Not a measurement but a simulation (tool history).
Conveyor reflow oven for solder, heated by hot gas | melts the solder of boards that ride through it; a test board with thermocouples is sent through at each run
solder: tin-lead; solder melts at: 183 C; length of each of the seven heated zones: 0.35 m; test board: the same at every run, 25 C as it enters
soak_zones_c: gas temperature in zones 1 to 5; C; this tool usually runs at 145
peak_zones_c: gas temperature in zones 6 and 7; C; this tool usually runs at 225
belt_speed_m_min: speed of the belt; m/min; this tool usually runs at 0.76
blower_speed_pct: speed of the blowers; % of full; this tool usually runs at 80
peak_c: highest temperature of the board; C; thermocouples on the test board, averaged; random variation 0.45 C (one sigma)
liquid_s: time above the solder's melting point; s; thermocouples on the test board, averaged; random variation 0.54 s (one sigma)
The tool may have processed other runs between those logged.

run,hour,soak_zones_c,peak_zones_c,belt_speed_m_min,blower_speed_pct,peak_c,liquid_s
1,0,145,225,0.76,80,212.1,40.9
2,12.8,145,225,0.858,80,208.5,33.7
3,19.5,145,225,0.858,80,208.5,32.6
# hour 30.3: belt drive overhauled, speed set with a stopwatch
4,31.2,145,225,0.858,80,208.1,33.2
5,43.9,145,225,0.858,80,208.7,32.8
6,53,145,225,0.76,63,207.7,34.9
7,66.3,145,225,0.76,80,211.8,39.3
8,76.2,145,225,0.76,80,211.7,39.7
9,90.7,145,225,0.76,80,211.6,40.1
10,104.5,156,225,0.76,80,212.1,44.2
11,111.3,156,225,0.76,80,212.9,44.8
12,125.2,156,225,0.76,80,212.4,45.2
13,131.8,156,225,0.76,80,212.5,44.9
14,143.6,145,225,0.76,80,210.9,40.3
15,153.9,145,225,0.76,80,211.7,39.8
16,164,145,225,0.76,80,210.7,39.4

Expected results for the next run?
17,173.3,143,222,0.647,80,?,?

Logged for run 17: peak_c 211.9 C, liquid_s 47.2 s.
If the tool had no hidden condition, the same run with the same run-to-run variation would have returned peak_c 212.9 C, liquid_s 47.9 s.
